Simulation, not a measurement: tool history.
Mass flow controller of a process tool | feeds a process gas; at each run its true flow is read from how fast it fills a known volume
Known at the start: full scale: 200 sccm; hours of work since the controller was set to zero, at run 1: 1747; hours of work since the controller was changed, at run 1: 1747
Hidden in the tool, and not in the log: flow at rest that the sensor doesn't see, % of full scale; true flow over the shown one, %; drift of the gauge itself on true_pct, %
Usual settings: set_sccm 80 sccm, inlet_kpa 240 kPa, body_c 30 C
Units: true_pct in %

run,hour,set_sccm,inlet_kpa,body_c,hours of work since the controller was set to zero,hours of work since the controller was changed,true_pct
1,0.0,80,240,30,1747,1747,100.08
2,47.5,80,240,30,1768,1768,100.15
3,101.4,80,240,30,1791,1791,100.02
4,200.8,80,240,30,1833,1833,100.28
5,245.6,80,240,30,1853,1853,100.27
6,320.4,80,171,30,1885,1885,99.65
7,426.9,80,240,30,1930,1930,100.20
8,521.6,80,240,21,1971,1971,100.96
9,597.4,80,240,30,2003,2003,100.26
10,645.3,80,240,30,2024,2024,100.34
11,709.4,80,240,24,2051,2051,100.75
12,798.1,80,240,30,2089,2089,100.40
13,863.3,80,240,30,2117,2117,100.29
14,941.5,80,240,30,2150,2150,100.25
15,1043.7,80,240,30,2194,2194,100.45
16,1092.0,80,232,30,2215,2215,100.45
17,1183.2,80,240,30,2254,2254,100.57
18,1244.6,80,240,30,2280,2280,100.51
19,1333.3,80,240,30,2318,2318,100.54
20,1384.4,80,240,30,2340,2340,100.53
21,1437.0,80,240,30,2362,2362,100.63
22,1543.4,99,240,30,2408,2408,100.47
23,1603.7,99,240,30,2434,2434,100.57
24,1667.0,21,240,30,2461,2461,104.14
25,1770.8,21,240,30,2505,2505,104.25
26,1850.2,21,240,28,2539,2539,104.56
27,1940.4,78,240,21,2578,2578,101.46
28,2038.0,22,243,35,2620,2620,103.92
29,2133.4,22,243,35,2661,2661,104.10
30,2218.9,22,243,35,2697,2697,104.05
31,2270.4,60,199,35,2719,2719,100.52
32,2359.8,60,199,35,2757,2757,100.54
# hour 2366.5: controller's zero set anew
33,2471.0,58,194,37,45,2805,101.67
34,2566.3,58,194,37,86,2846,101.59
35,2612.2,129,240,28,105,2865,101.70
36,2683.8,53,156,30,136,2896,102.37
37,2746.8,53,156,30,163,2923,102.41
38,2802.4,22,151,28,187,2947,107.74
39,2872.4,122,240,28,217,2977,101.75
40,2978.9,122,240,28,262,3022,101.82
# hour 2996.6: controller's zero set anew, once more
41,3086.8,84,245,24,39,3068,99.71
42,3170.1,28,185,32,74,3104,98.19
43,3245.8,37,240,30,107,3136,98.76
44,3320.7,37,240,32,139,3168,98.87
45,3366.5,53,240,22,158,3188,99.72
46,3477.2,32,152,29,206,3235,98.44
47,3531.7,80,201,30,229,3259,99.13
48,3605.4,24,240,21,261,3290,99.69

Measured less the same run without the tool's hidden state. The same run-to-run variation is in both; the gauge's scatter may not be:
run,true_pct
1,+1.80
2,+1.81
3,+1.82
4,+1.87
5,+1.87
6,+1.90
7,+1.93
8,+1.96
9,+1.99
10,+2.01
11,+2.03
12,+2.06
13,+2.08
14,+2.11
15,+2.14
16,+2.16
17,+2.19
18,+2.21
19,+2.23
20,+2.26
21,+2.27
22,+2.02
23,+2.03
24,+6.65
25,+6.77
26,+6.86
27,+2.48
28,+6.77
29,+6.87
30,+6.96
31,+3.12
32,+3.16
33,+4.57
34,+4.61
35,+2.58
36,+5.02
37,+5.05
38,+10.94
39,+2.73
40,+2.77
41,+0.99
42,+1.17
43,+1.16
44,+1.21
45,+1.15
46,+1.36
47,+1.14
48,+1.62
